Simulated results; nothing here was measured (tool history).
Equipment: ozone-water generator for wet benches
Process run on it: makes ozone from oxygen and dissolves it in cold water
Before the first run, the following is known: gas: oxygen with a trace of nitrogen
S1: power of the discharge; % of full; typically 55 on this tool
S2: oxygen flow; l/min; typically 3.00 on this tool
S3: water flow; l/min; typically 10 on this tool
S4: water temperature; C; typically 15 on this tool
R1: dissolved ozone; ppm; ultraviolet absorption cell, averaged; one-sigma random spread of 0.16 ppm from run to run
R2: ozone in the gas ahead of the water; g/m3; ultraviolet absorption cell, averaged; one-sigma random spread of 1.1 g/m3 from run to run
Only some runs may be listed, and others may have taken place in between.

| run | hour | S1 | S2 | S3 | S4 | R1 | R2 |
|---|---|---|---|---|---|---|---|
| 1 | 0.0 | 55 | 3.00 | 10 | 15 | 19.9 | 202.6 |
| 2 | 28.3 | 55 | 3.00 | 10 | 15 | 19.9 | 202.9 |
| 3 | 42.8 | 55 | 3.00 | 10 | 15 | 20.4 | 203.7 |
| 4 | 63.3 | 55 | 3.00 | 10 | 15 | 20.0 | 205.6 |
| 5 | 84.1 | 55 | 3.00 | 10 | 15 | 20.1 | 201.9 |
| 6 | 99.7 | 55 | 3.00 | 10 | 15 | 20.1 | 203.7 |
| 7 | 125.3 | 55 | 3.00 | 10 | 15 | 19.9 | 202.7 |
| 8 | 141.3 | 55 | 3.00 | 7 | 15 | 25.9 | 203.0 |
| 9 | 164.9 | 55 | 3.00 | 7 | 15 | 26.0 | 203.2 |
| 10 | 182.3 | 55 | 3.00 | 7 | 15 | 25.7 | 202.6 |
| 11 | 207.4 | 55 | 3.00 | 7 | 15 | 25.8 | 201.6 |
| 12 | 223.5 | 55 | 3.00 | 7 | 15 | 25.7 | 202.1 |
| 13 | 256.6 | 55 | 3.00 | 7 | 15 | 25.8 | 203.3 |
| 14 | 273.1 | 55 | 3.00 | 10 | 15 | 20.1 | 202.4 |
| 15 | 296.4 | 55 | 3.00 | 10 | 21 | 18.4 | 200.2 |
| 16 | 313.3 | 55 | 3.00 | 10 | 21 | 18.1 | 200.3 |
| 17 | 345.6 | 55 | 4.49 | 10 | 8 | 23.9 | 177.4 |
| 18 | 365.1 | 55 | 4.49 | 10 | 8 | 24.1 | 173.4 |
| 19 | 389.6 | 72 | 3.92 | 8 | 15 | 28.2 | 219.1 |
| 20 | 404.4 | 47 | 3.92 | 7 | 10 | 26.2 | 166.2 |
| 21 | 433.9 | 55 | 3.00 | 15 | 7 | 15.4 | 201.9 |
| 22 | 464.7 | 51 | 3.00 | 10 | 15 | 19.2 | 193.2 |
| 23 | 482.6 | 55 | 3.00 | 16 | 15 | 13.2 | 200.9 |
| 24 | 497.9 | 67 | 2.99 | 8 | 15 | 26.8 | 227.8 |
| 25 | 523.4 | 55 | 2.20 | 14 | 15 | 13.7 | 223.2 |
| 26 | 540.3 | 55 | 2.20 | 8 | 21 | 20.4 | 221.5 |
| 27 | 571.0 | 55 | 2.28 | 8 | 8 | 24.6 | 221.8 |
| 28 | 595.0 | 55 | 2.28 | 8 | 8 | 24.9 | 218.3 |
| 29 | 621.4 | 55 | 2.28 | 8 | 8 | 24.2 | 219.5 |
| 30 | 642.9 | 51 | 4.47 | 12 | 15 | 17.6 | 166.3 |
| 31 | 660.5 | 63 | 2.84 | 13 | 10 | 18.2 | 220.7 |
| 32 | 685.9 | 85 | 2.84 | 13 | 10 | 22.5 | 265.1 |

Hidden state or all else? Some run-to-run changes of R2, split into what the settings, what came in and random variation would give without the hidden state, and what is left for the hidden state (with any gauge scatter that isn't in both results):
Hidden conditions of the tool in this case: yield of the discharge, % of new electrodes'; contactor's efficiency, % of a clean one's; true water temperature over the reading, C; drift of the gauge itself on ozone_ppm, %; drift of the gauge itself on gas_g_m3, %.
Run 19 -> 20: S1 72 -> 47, S3 8 -> 7, S4 15 -> 10. R2 -52.9 g/m3: hidden state +0.6, all else -53.5.
Run 29 -> 30: S1 55 -> 51, S2 2.28 -> 4.47, S3 8 -> 12, S4 8 -> 15. R2 -53.2 g/m3: hidden state +0.9, all else -54.1.
Run 30 -> 31: S1 51 -> 63, S2 4.47 -> 2.84, S3 12 -> 13, S4 15 -> 10. R2 +54.4 g/m3: hidden state -1.2, all else +55.6.
Run 31 -> 32: S1 63 -> 85. R2 +44.4 g/m3: hidden state -1.2, all else +45.6.
